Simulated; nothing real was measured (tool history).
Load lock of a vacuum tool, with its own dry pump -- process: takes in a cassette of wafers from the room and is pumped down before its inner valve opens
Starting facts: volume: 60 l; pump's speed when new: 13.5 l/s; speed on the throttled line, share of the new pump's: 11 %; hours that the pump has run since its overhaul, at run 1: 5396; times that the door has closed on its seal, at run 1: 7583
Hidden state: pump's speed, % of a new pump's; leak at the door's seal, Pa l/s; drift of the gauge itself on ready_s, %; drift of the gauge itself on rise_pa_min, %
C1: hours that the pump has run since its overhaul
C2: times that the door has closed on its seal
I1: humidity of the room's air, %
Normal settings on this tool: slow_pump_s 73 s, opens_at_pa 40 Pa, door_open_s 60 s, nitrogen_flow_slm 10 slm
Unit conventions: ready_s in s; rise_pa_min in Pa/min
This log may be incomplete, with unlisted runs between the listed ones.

{"run": 1, "hour": 0.0, "slow_pump_s": 73, "opens_at_pa": 40, "door_open_s": 60, "nitrogen_flow_slm": 10, "C1": 5396, "C2": 7583, "I1": 43.7, "ready_s": 102.0, "rise_pa_min": 0.137}
{"run": 2, "hour": 120.6, "slow_pump_s": 73, "opens_at_pa": 40, "door_open_s": 60, "nitrogen_flow_slm": 10, "C1": 5516, "C2": 8149, "I1": 48.3, "ready_s": 101.7, "rise_pa_min": 0.145}
{"run": 3, "hour": 203.3, "slow_pump_s": 73, "opens_at_pa": 40, "door_open_s": 60, "nitrogen_flow_slm": 10, "C1": 5599, "C2": 8537, "I1": 48.4, "ready_s": 101.9, "rise_pa_min": 0.157}
{"run": 4, "hour": 286.8, "slow_pump_s": 73, "opens_at_pa": 40, "door_open_s": 60, "nitrogen_flow_slm": 10, "C1": 5682, "C2": 8928, "I1": 46.9, "ready_s": 101.8, "rise_pa_min": 0.161}
{"run": 5, "hour": 418.0, "slow_pump_s": 73, "opens_at_pa": 40, "door_open_s": 100, "nitrogen_flow_slm": 10, "C1": 5814, "C2": 9544, "I1": 48.9, "ready_s": 101.9, "rise_pa_min": 0.182}
{"run": 6, "hour": 491.8, "slow_pump_s": 73, "opens_at_pa": 40, "door_open_s": 100, "nitrogen_flow_slm": 10, "C1": 5887, "C2": 9890, "I1": 44.0, "ready_s": 102.1, "rise_pa_min": 0.186}
{"run": 7, "hour": 586.1, "slow_pump_s": 73, "opens_at_pa": 40, "door_open_s": 67, "nitrogen_flow_slm": 10, "C1": 5982, "C2": 10332, "I1": 45.4, "ready_s": 102.3, "rise_pa_min": 0.193}
{"run": 8, "hour": 646.9, "slow_pump_s": 73, "opens_at_pa": 40, "door_open_s": 67, "nitrogen_flow_slm": 10, "C1": 6042, "C2": 10617, "I1": 46.9, "ready_s": 102.5, "rise_pa_min": 0.2}
{"run": 9, "hour": 728.0, "slow_pump_s": 73, "opens_at_pa": 63, "door_open_s": 67, "nitrogen_flow_slm": 10, "C1": 6124, "C2": 10997, "I1": 44.2, "ready_s": 99.8, "rise_pa_min": 0.207}
{"run": 10, "hour": 812.9, "slow_pump_s": 73, "opens_at_pa": 34, "door_open_s": 60, "nitrogen_flow_slm": 10, "C1": 6208, "C2": 11396, "I1": 46.3, "ready_s": 103.0, "rise_pa_min": 0.223}
{"run": 11, "hour": 914.1, "slow_pump_s": 73, "opens_at_pa": 41, "door_open_s": 60, "nitrogen_flow_slm": 10, "C1": 6310, "C2": 11870, "I1": 46.0, "ready_s": 101.9, "rise_pa_min": 0.228}
{"run": 12, "hour": 1026.6, "slow_pump_s": 73, "opens_at_pa": 41, "door_open_s": 60, "nitrogen_flow_slm": 10, "C1": 6422, "C2": 12398, "I1": 43.1, "ready_s": 102.1, "rise_pa_min": 0.242}
{"run": 13, "hour": 1153.3, "slow_pump_s": 73, "opens_at_pa": 40, "door_open_s": 60, "nitrogen_flow_slm": 18, "C1": 6549, "C2": 12992, "I1": 46.7, "ready_s": 102.3, "rise_pa_min": 0.255}
{"run": 14, "hour": 1299.1, "slow_pump_s": 73, "opens_at_pa": 40, "door_open_s": 60, "nitrogen_flow_slm": 18, "C1": 6695, "C2": 13676, "I1": 43.4, "ready_s": 102.2, "rise_pa_min": 0.276}
{"run": 15, "hour": 1434.5, "slow_pump_s": 73, "opens_at_pa": 40, "door_open_s": 60, "nitrogen_flow_slm": 18, "C1": 6830, "C2": 14311, "I1": 45.6, "ready_s": 102.4, "rise_pa_min": 0.285}
{"run": 16, "hour": 1567.5, "slow_pump_s": 73, "opens_at_pa": 40, "door_open_s": 60, "nitrogen_flow_slm": 10, "C1": 6963, "C2": 14935, "I1": 46.8, "ready_s": 102.1, "rise_pa_min": 0.306}
{"run": 17, "hour": 1684.0, "slow_pump_s": 73, "opens_at_pa": 40, "door_open_s": 60, "nitrogen_flow_slm": 9, "C1": 7080, "C2": 15481, "I1": 45.3, "ready_s": 102.3, "rise_pa_min": 0.325}
{"run": 18, "hour": 1814.8, "slow_pump_s": 73, "opens_at_pa": 40, "door_open_s": 60, "nitrogen_flow_slm": 9, "C1": 7210, "C2": 16094, "I1": 42.5, "ready_s": 102.5, "rise_pa_min": 0.348}
{"run": 19, "hour": 1884.0, "slow_pump_s": 73, "opens_at_pa": 33, "door_open_s": 134, "nitrogen_flow_slm": 10, "C1": 7280, "C2": 16419, "I1": 45.8, "ready_s": 103.5, "rise_pa_min": 0.367}
{"run": 20, "hour": 1966.4, "slow_pump_s": 74, "opens_at_pa": 33, "door_open_s": 77, "nitrogen_flow_slm": 10, "C1": 7362, "C2": 16805, "I1": 47.3, "ready_s": 105.0, "rise_pa_min": 0.37}
{"run": 21, "hour": 2077.6, "slow_pump_s": 73, "opens_at_pa": 80, "door_open_s": 40, "nitrogen_flow_slm": 10, "C1": 7473, "C2": 17327, "I1": 43.3, "ready_s": 99.7, "rise_pa_min": 0.388}
{"run": 22, "hour": 2177.1, "slow_pump_s": 73, "opens_at_pa": 59, "door_open_s": 40, "nitrogen_flow_slm": 6, "C1": 7573, "C2": 17793, "I1": 45.7, "ready_s": 100.1, "rise_pa_min": 0.401}
{"run": 23, "hour": 2239.6, "slow_pump_s": 73, "opens_at_pa": 40, "door_open_s": 60, "nitrogen_flow_slm": 4, "C1": 7635, "C2": 18086, "I1": 45.6, "ready_s": 103.1, "rise_pa_min": 0.417}
{"run": 24, "hour": 2356.5, "slow_pump_s": 73, "opens_at_pa": 30, "door_open_s": 60, "nitrogen_flow_slm": 10, "C1": 7752, "C2": 18635, "I1": 50.6, "ready_s": 104.4, "rise_pa_min": 0.44}
{"run": 25, "hour": 2429.2, "slow_pump_s": 79, "opens_at_pa": 31, "door_open_s": 34, "nitrogen_flow_slm": 10, "C1": 7825, "C2": 18975, "I1": 46.0, "ready_s": 109.0, "rise_pa_min": 0.435}
{"run": 26, "hour": 2522.6, "slow_pump_s": 79, "opens_at_pa": 31, "door_open_s": 91, "nitrogen_flow_slm": 6, "C1": 7918, "C2": 19414, "I1": 45.0, "ready_s": 109.2, "rise_pa_min": 0.457}
{"run": 27, "hour": 2667.4, "slow_pump_s": 55, "opens_at_pa": 31, "door_open_s": 91, "nitrogen_flow_slm": 6, "C1": 8063, "C2": 20093, "I1": 43.1, "ready_s": 88.7, "rise_pa_min": 0.49}
{"run": 28, "hour": 2761.3, "slow_pump_s": 55, "opens_at_pa": 31, "door_open_s": 91, "nitrogen_flow_slm": 6, "C1": 8157, "C2": 20533, "I1": 48.1, "ready_s": 88.6, "rise_pa_min": 0.512}
{"run": 29, "hour": 2908.7, "slow_pump_s": 55, "opens_at_pa": 31, "door_open_s": 91, "nitrogen_flow_slm": 6, "C1": 8304, "C2": 21224, "I1": 46.2, "ready_s": 88.6, "rise_pa_min": 0.552}
{"run": 30, "hour": 3058.7, "slow_pump_s": 58, "opens_at_pa": 31, "door_open_s": 91, "nitrogen_flow_slm": 6, "C1": 8454, "C2": 21928, "I1": 47.2, "ready_s": 91.2, "rise_pa_min": 0.563}
{"run": 31, "hour": 3138.7, "slow_pump_s": 73, "opens_at_pa": 40, "door_open_s": 60, "nitrogen_flow_slm": 6, "C1": 8534, "C2": 22303, "I1": 46.2, "ready_s": 103.0, "rise_pa_min": 0.573}
{"hour": 3218.3, "done": "door's seal changed, seat wiped"}
{"run": 32, "hour": 3243.1, "slow_pump_s": 131, "opens_at_pa": 51, "door_open_s": 99, "nitrogen_flow_slm": 7, "C1": 8637, "C2": 117, "I1": 46.2, "ready_s": 151.8, "rise_pa_min": 0.031}
{"run": 33, "hour": 3334.4, "slow_pump_s": 64, "opens_at_pa": 40, "door_open_s": 60, "nitrogen_flow_slm": 6, "C1": 8728, "C2": 545, "I1": 45.5, "ready_s": 95.5, "rise_pa_min": 0.034}
{"run": 34, "hour": 3451.9, "slow_pump_s": 101, "opens_at_pa": 40, "door_open_s": 194, "nitrogen_flow_slm": 10, "C1": 8846, "C2": 1096, "I1": 43.6, "ready_s": 127.2, "rise_pa_min": 0.051}
{"run": 35, "hour": 3544.7, "slow_pump_s": 101, "opens_at_pa": 40, "door_open_s": 194, "nitrogen_flow_slm": 29, "C1": 8939, "C2": 1531, "I1": 41.1, "ready_s": 127.5, "rise_pa_min": 0.045}
{"run": 36, "hour": 3647.6, "slow_pump_s": 73, "opens_at_pa": 70, "door_open_s": 60, "nitrogen_flow_slm": 17, "C1": 9042, "C2": 2014, "I1": 42.3, "ready_s": 100.2, "rise_pa_min": 0.033}

Consider 5 possible next runs. They are alternatives, not a sequence: every one starts from the tool as it was left by run 36. What does each give?
{"run": "A", "hour": 3731.6, "slow_pump_s": 56, "opens_at_pa": 70, "door_open_s": 60, "nitrogen_flow_slm": 24, "C1": 9126, "C2": 2408, "I1": 45.4, "ready_s": "?", "rise_pa_min": "?"}
{"run": "B", "hour": 3731.6, "slow_pump_s": 73, "opens_at_pa": 70, "door_open_s": 205, "nitrogen_flow_slm": 17, "C1": 9126, "C2": 2408, "I1": 44.0, "ready_s": "?", "rise_pa_min": "?"}
{"run": "C", "hour": 3731.6, "slow_pump_s": 99, "opens_at_pa": 70, "door_open_s": 39, "nitrogen_flow_slm": 14, "C1": 9126, "C2": 2408, "I1": 44.5, "ready_s": "?", "rise_pa_min": "?"}
{"run": "D", "hour": 3731.6, "slow_pump_s": 94, "opens_at_pa": 63, "door_open_s": 62, "nitrogen_flow_slm": 17, "C1": 9126, "C2": 2408, "I1": 45.6, "ready_s": "?", "rise_pa_min": "?"}
{"run": "E", "hour": 3731.6, "slow_pump_s": 73, "opens_at_pa": 36, "door_open_s": 60, "nitrogen_flow_slm": 6, "C1": 9126, "C2": 2408, "I1": 41.3, "ready_s": "?", "rise_pa_min": "?"}

run=A ready_s=85.9 rise_pa_min=0.037
run=B ready_s=100.7 rise_pa_min=0.054
run=C ready_s=123.7 rise_pa_min=0.042
run=D ready_s=119.3 rise_pa_min=0.043
run=E ready_s=104.2 rise_pa_min=0.045
Take away the tool's hidden state, keep each run's random variation, and the runs would have read:
run=A ready_s=82.3 rise_pa_min=0.016
run=B ready_s=97.3 rise_pa_min=0.032
run=C ready_s=120.8 rise_pa_min=0.020
run=D ready_s=116.3 rise_pa_min=0.021
run=E ready_s=100.5 rise_pa_min=0.023

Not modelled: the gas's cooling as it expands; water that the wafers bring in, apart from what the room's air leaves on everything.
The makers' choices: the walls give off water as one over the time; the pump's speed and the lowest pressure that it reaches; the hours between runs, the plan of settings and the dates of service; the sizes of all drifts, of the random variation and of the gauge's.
